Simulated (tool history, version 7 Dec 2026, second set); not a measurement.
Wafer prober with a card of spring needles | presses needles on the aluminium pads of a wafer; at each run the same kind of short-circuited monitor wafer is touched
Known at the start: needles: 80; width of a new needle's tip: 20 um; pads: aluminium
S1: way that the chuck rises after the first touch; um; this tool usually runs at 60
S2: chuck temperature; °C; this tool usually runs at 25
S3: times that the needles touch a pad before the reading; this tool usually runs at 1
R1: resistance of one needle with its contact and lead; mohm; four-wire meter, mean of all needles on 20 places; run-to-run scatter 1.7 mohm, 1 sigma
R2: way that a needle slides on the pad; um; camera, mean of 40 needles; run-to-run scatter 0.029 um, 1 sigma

Run 1, hour 0.0: usual settings. Result: R1 190 mohm, R2 7.77 um.
At hour 18.5: tips cleaned on abrasive film.
At hour 36.9: tips cleaned on abrasive film.
At hour 58.5: tips cleaned on abrasive film.
Run 2, hour 67.0: usual settings. Result: R1 404 mohm, R2 7.71 um.
At hour 80.9: tips cleaned on abrasive film.
At hour 102.7: tips cleaned on abrasive film.
At hour 125.3: tips cleaned on abrasive film.
At hour 146.5: tips cleaned on abrasive film.
Run 3, hour 146.5: usual settings. Result: R1 208 mohm, R2 7.70 um.
At hour 167.7: tips cleaned on abrasive film.
Run 4, hour 185.9: usual settings but S1 79 um. Result: R1 335 mohm, R2 10.19 um.
At hour 190.6: tips cleaned on abrasive film.
At hour 213.6: tips cleaned on abrasive film.
At hour 234.8: tips cleaned on abrasive film.
Run 5, hour 240.8: usual settings but S2 56 °C. Result: R1 373 mohm, R2 7.60 um.
At hour 254.2: tips cleaned on abrasive film.
At hour 274.9: tips cleaned on abrasive film.
At hour 297.9: tips cleaned on abrasive film.
At hour 319.1: tips cleaned on abrasive film.
Run 6, hour 319.2: usual settings but S2 42 °C. Result: R1 206 mohm, R2 7.56 um.
At hour 337.7: tips cleaned on abrasive film.
At hour 358.6: tips cleaned on abrasive film.
At hour 379.4: tips cleaned on abrasive film.
Run 7, hour 396.7: usual settings but S1 48 um, S2 28 °C. Result: R1 624 mohm, R2 5.98 um.
At hour 401.4: tips cleaned on abrasive film.
At hour 423.7: tips cleaned on abrasive film.
At hour 424.0: height of the first contact set anew.
At hour 442.5: tips cleaned on abrasive film.
At hour 462.5: tips cleaned on abrasive film.
Run 8, hour 462.5: usual settings but S1 45 um, S2 33 °C. Result: R1 240 mohm, R2 5.81 um.
At hour 484.1: tips cleaned on abrasive film.
At hour 506.5: tips cleaned on abrasive film.
At hour 528.0: tips cleaned on abrasive film.
Run 9, hour 536.1: usual settings but S1 74 um, S3 2. Result: R1 263 mohm, R2 9.58 um.
At hour 550.0: tips cleaned on abrasive film.
At hour 573.0: tips cleaned on abrasive film.
At hour 595.3: tips cleaned on abrasive film.
At hour 613.8: tips cleaned on abrasive film.
Run 10, hour 613.8: usual settings but S1 49 um, S3 2. Result: R1 209 mohm, R2 6.30 um.
At hour 634.9: tips cleaned on abrasive film.
At hour 655.3: tips cleaned on abrasive film.
Run 11, hour 655.3: usual settings but S1 49 um, S3 2. Result: R1 194 mohm, R2 6.34 um.
At hour 677.2: tips cleaned on abrasive film.
At hour 699.1: tips cleaned on abrasive film.
Run 12, hour 704.8: usual settings but S2 38 °C. Result: R1 355 mohm, R2 7.71 um.

Forecast each of these 3 alternatives for the next run:
At hour 718.6: tips cleaned on abrasive film.
At hour 740.5: tips cleaned on abrasive film.
At hour 763.2: tips cleaned on abrasive film.
Run A, hour 776.3: usual settings but S1 53 um, S2 38 °C. Result: R1 ?, R2 ?.
At hour 718.6: tips cleaned on abrasive film.
At hour 740.5: tips cleaned on abrasive film.
At hour 763.2: tips cleaned on abrasive film.
Run B, hour 776.3: usual settings but S1 63 um, S2 85 °C, S3 2. Result: R1 ?, R2 ?.
At hour 718.6: tips cleaned on abrasive film.
At hour 740.5: tips cleaned on abrasive film.
At hour 763.2: tips cleaned on abrasive film.
Run C, hour 776.3: usual settings but S1 68 um, S2 44 °C, S3 2. Result: R1 ?, R2 ?.

run   R1    R2
  A  532  6.69
  B  335  8.04
  C  314  8.66
Had the tool no hidden state, the same runs would have come out as:
run   R1    R2
  A  179  6.92
  B  190  8.27
  C  181  8.89
